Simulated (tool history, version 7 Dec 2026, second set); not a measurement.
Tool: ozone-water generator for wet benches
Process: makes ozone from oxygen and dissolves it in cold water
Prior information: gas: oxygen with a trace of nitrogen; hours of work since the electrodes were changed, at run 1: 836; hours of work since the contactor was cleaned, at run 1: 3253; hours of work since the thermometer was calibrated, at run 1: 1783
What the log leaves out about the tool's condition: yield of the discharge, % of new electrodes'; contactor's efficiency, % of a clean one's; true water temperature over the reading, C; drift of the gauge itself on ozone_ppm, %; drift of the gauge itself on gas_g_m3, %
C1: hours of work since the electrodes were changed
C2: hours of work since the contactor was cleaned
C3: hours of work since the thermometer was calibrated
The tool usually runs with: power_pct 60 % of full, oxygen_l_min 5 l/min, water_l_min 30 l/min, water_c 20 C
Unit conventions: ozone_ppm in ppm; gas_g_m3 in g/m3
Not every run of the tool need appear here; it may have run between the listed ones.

run 1 hour=0 | power_pct=60 oxygen_l_min=5 water_l_min=30 water_c=20 | C1=836 C2=3253 C3=1783 | ozone_ppm=16 gas_g_m3=206.5
run 2 hour=32 | power_pct=60 oxygen_l_min=5 water_l_min=30 water_c=20 | C1=859 C2=3276 C3=1806 | ozone_ppm=15.6 gas_g_m3=207.3
run 3 hour=64.9 | power_pct=60 oxygen_l_min=5 water_l_min=30 water_c=20 | C1=882 C2=3299 C3=1829 | ozone_ppm=15.6 gas_g_m3=207.2
run 4 hour=94.9 | power_pct=60 oxygen_l_min=5 water_l_min=30 water_c=20 | C1=903 C2=3320 C3=1850 | ozone_ppm=15.7 gas_g_m3=206.1
run 5 hour=128.2 | power_pct=60 oxygen_l_min=5 water_l_min=30 water_c=20 | C1=927 C2=3344 C3=1874 | ozone_ppm=16 gas_g_m3=204.2
run 6 hour=143.4 | power_pct=60 oxygen_l_min=5 water_l_min=30 water_c=20 | C1=938 C2=3355 C3=1884 | ozone_ppm=15.8 gas_g_m3=203.2
run 7 hour=164.8 | power_pct=60 oxygen_l_min=5 water_l_min=30 water_c=20 | C1=953 C2=3370 C3=1900 | ozone_ppm=15.9 gas_g_m3=204.5
run 8 hour=197.9 | power_pct=60 oxygen_l_min=5 water_l_min=30 water_c=20 | C1=976 C2=3393 C3=1923 | ozone_ppm=15.8 gas_g_m3=205.5
run 9 hour=231.6 | power_pct=60 oxygen_l_min=5 water_l_min=30 water_c=20 | C1=1000 C2=3417 C3=1947 | ozone_ppm=15.7 gas_g_m3=205.1
run 10 hour=258.4 | power_pct=60 oxygen_l_min=5 water_l_min=30 water_c=20 | C1=1019 C2=3436 C3=1966 | ozone_ppm=15.8 gas_g_m3=204
run 11 hour=279.9 | power_pct=60 oxygen_l_min=5 water_l_min=30 water_c=20 | C1=1034 C2=3451 C3=1981 | ozone_ppm=15.6 gas_g_m3=205.2
run 12 hour=306.2 | power_pct=60 oxygen_l_min=5 water_l_min=30 water_c=20 | C1=1053 C2=3470 C3=2000 | ozone_ppm=15.8 gas_g_m3=208.6
run 13 hour=327.2 | power_pct=60 oxygen_l_min=5 water_l_min=30 water_c=20 | C1=1068 C2=3485 C3=2015 | ozone_ppm=15.7 gas_g_m3=205.5
run 14 hour=355 | power_pct=60 oxygen_l_min=5 water_l_min=30 water_c=20 | C1=1087 C2=3505 C3=2034 | ozone_ppm=15.7 gas_g_m3=206.5
run 15 hour=380.2 | power_pct=60 oxygen_l_min=5 water_l_min=30 water_c=20 | C1=1105 C2=3522 C3=2052 | ozone_ppm=15.7 gas_g_m3=206.6
run 16 hour=403.1 | power_pct=60 oxygen_l_min=5 water_l_min=30 water_c=20 | C1=1121 C2=3539 C3=2068 | ozone_ppm=16 gas_g_m3=204.4
run 17 hour=425.4 | power_pct=60 oxygen_l_min=5 water_l_min=30 water_c=20 | C1=1137 C2=3554 C3=2084 | ozone_ppm=15.7 gas_g_m3=204.1
run 18 hour=456.7 | power_pct=60 oxygen_l_min=5 water_l_min=30 water_c=25 | C1=1159 C2=3577 C3=2106 | ozone_ppm=14.9 gas_g_m3=205.6
run 19 hour=489.7 | power_pct=63 oxygen_l_min=8.11 water_l_min=32 water_c=19 | C1=1183 C2=3600 C3=2130 | ozone_ppm=15.7 gas_g_m3=162.5
run 20 hour=515.2 | power_pct=63 oxygen_l_min=8.11 water_l_min=32 water_c=19 | C1=1201 C2=3618 C3=2148 | ozone_ppm=15.9 gas_g_m3=161.5
run 21 hour=538.1 | power_pct=63 oxygen_l_min=8.11 water_l_min=32 water_c=19 | C1=1217 C2=3634 C3=2164 | ozone_ppm=15.9 gas_g_m3=164
run 22 hour=553.5 | power_pct=79 oxygen_l_min=3.4 water_l_min=21 water_c=24 | C1=1228 C2=3645 C3=2175 | ozone_ppm=26 gas_g_m3=322.4
run 23 hour=571.5 | power_pct=60 oxygen_l_min=5 water_l_min=30 water_c=14 | C1=1241 C2=3658 C3=2187 | ozone_ppm=16.6 gas_g_m3=205.4
run 24 hour=599.6 | power_pct=69 oxygen_l_min=4.08 water_l_min=20 water_c=26 | C1=1261 C2=3678 C3=2207 | ozone_ppm=23.6 gas_g_m3=261.6
run 25 hour=614.8 | power_pct=60 oxygen_l_min=3.99 water_l_min=30 water_c=13 | C1=1271 C2=3688 C3=2218 | ozone_ppm=16.3 gas_g_m3=234
run 26 hour=637.3 | power_pct=59 oxygen_l_min=4.9 water_l_min=30 water_c=20 | C1=1287 C2=3704 C3=2234 | ozone_ppm=15.6 gas_g_m3=205.7
run 27 hour=667.1 | power_pct=54 oxygen_l_min=4.9 water_l_min=30 water_c=16 | C1=1308 C2=3725 C3=2255 | ozone_ppm=14.8 gas_g_m3=190.2
run 28 hour=699.2 | power_pct=45 oxygen_l_min=7.73 water_l_min=30 water_c=20 | C1=1331 C2=3748 C3=2278 | ozone_ppm=12.5 gas_g_m3=126.2
run 29 hour=730.7 | power_pct=60 oxygen_l_min=5 water_l_min=27 water_c=27 | C1=1353 C2=3770 C3=2300 | ozone_ppm=16 gas_g_m3=204.7
run 30 hour=752.8 | power_pct=60 oxygen_l_min=8.6 water_l_min=27 water_c=26 | C1=1369 C2=3786 C3=2316 | ozone_ppm=15.7 gas_g_m3=149.7
run 31 hour=778.8 | power_pct=60 oxygen_l_min=8.6 water_l_min=25 water_c=14 | C1=1387 C2=3805 C3=2334 | ozone_ppm=20 gas_g_m3=150.1
run 32 hour=803.7 | power_pct=89 oxygen_l_min=7.65 water_l_min=22 water_c=27 | C1=1405 C2=3822 C3=2352 | ozone_ppm=25 gas_g_m3=223.5
-- hour=821.4 contactor cleaned
run 33 hour=828.4 | power_pct=65 oxygen_l_min=3.51 water_l_min=18 water_c=27 | C1=1420 C2=5 C3=2366 | ozone_ppm=24.1 gas_g_m3=269.2

4 options for the next run, each taken on its own from the tool as it stands now. Forecast them:
run A hour=858.3 | power_pct=60 oxygen_l_min=5 water_l_min=27 water_c=16 | C1=1441 C2=26 C3=2388 | ozone_ppm=? gas_g_m3=?
run B hour=858.3 | power_pct=60 oxygen_l_min=4.96 water_l_min=30 water_c=21 | C1=1441 C2=26 C3=2388 | ozone_ppm=? gas_g_m3=?
run C hour=858.3 | power_pct=65 oxygen_l_min=5.67 water_l_min=34 water_c=22 | C1=1441 C2=26 C3=2388 | ozone_ppm=? gas_g_m3=?
run D hour=858.3 | power_pct=85 oxygen_l_min=5 water_l_min=30 water_c=14 | C1=1441 C2=26 C3=2388 | ozone_ppm=? gas_g_m3=?

run=A ozone_ppm=18.2 gas_g_m3=205
run=B ozone_ppm=15.4 gas_g_m3=205.7
run=C ozone_ppm=14.9 gas_g_m3=203.4
run=D ozone_ppm=22.3 gas_g_m3=274.2
With the hidden condition removed and each run's random variation left untouched, the same runs would have given:
run=A ozone_ppm=18.2 gas_g_m3=205.1
run=B ozone_ppm=15.4 gas_g_m3=205.9
run=C ozone_ppm=14.9 gas_g_m3=203.6
run=D ozone_ppm=22.3 gas_g_m3=274.5
